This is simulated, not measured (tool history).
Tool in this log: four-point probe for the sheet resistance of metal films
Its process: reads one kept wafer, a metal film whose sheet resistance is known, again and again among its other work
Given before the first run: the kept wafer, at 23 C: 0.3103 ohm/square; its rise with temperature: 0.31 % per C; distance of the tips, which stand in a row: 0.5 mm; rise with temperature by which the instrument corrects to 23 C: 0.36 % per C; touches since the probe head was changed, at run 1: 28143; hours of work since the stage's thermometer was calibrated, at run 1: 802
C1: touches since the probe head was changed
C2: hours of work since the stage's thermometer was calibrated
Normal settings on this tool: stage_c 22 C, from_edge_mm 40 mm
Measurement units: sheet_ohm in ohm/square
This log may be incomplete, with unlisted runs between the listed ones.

{"run": 1, "day": 0.0, "stage_c": 22, "from_edge_mm": 40, "C1": 28143, "C2": 802, "sheet_ohm": 0.310009}
{"run": 2, "day": 4.062, "stage_c": 21, "from_edge_mm": 40, "C1": 29344, "C2": 849, "sheet_ohm": 0.310179}
{"run": 3, "day": 7.467, "stage_c": 21, "from_edge_mm": 40, "C1": 30350, "C2": 887, "sheet_ohm": 0.310129}
{"run": 4, "day": 13.404, "stage_c": 21, "from_edge_mm": 40, "C1": 32106, "C2": 955, "sheet_ohm": 0.310052}
{"run": 5, "day": 18.121, "stage_c": 21, "from_edge_mm": 40, "C1": 33501, "C2": 1009, "sheet_ohm": 0.310152}
{"run": 6, "day": 21.683, "stage_c": 22, "from_edge_mm": 40, "C1": 34554, "C2": 1049, "sheet_ohm": 0.309939}
{"run": 7, "day": 27.392, "stage_c": 25, "from_edge_mm": 40, "C1": 36241, "C2": 1114, "sheet_ohm": 0.309462}
{"run": 8, "day": 31.671, "stage_c": 23, "from_edge_mm": 8, "C1": 37507, "C2": 1163, "sheet_ohm": 0.310474}
{"day": 32.112, "done": "stage's thermometer calibrated"}
{"run": 9, "day": 35.429, "stage_c": 27, "from_edge_mm": 63, "C1": 38612, "C2": 38, "sheet_ohm": 0.30898}

For run 10, what comes out?
{"run": 10, "day": 40.762, "stage_c": 26, "from_edge_mm": 8, "C1": 40189, "C2": 99, "sheet_ohm": "?"}

sheet_ohm: 0.309872 ohm/square
The same run, on a tool lacking any hidden state, would have yielded sheet_ohm 0.310471 ohm/square.
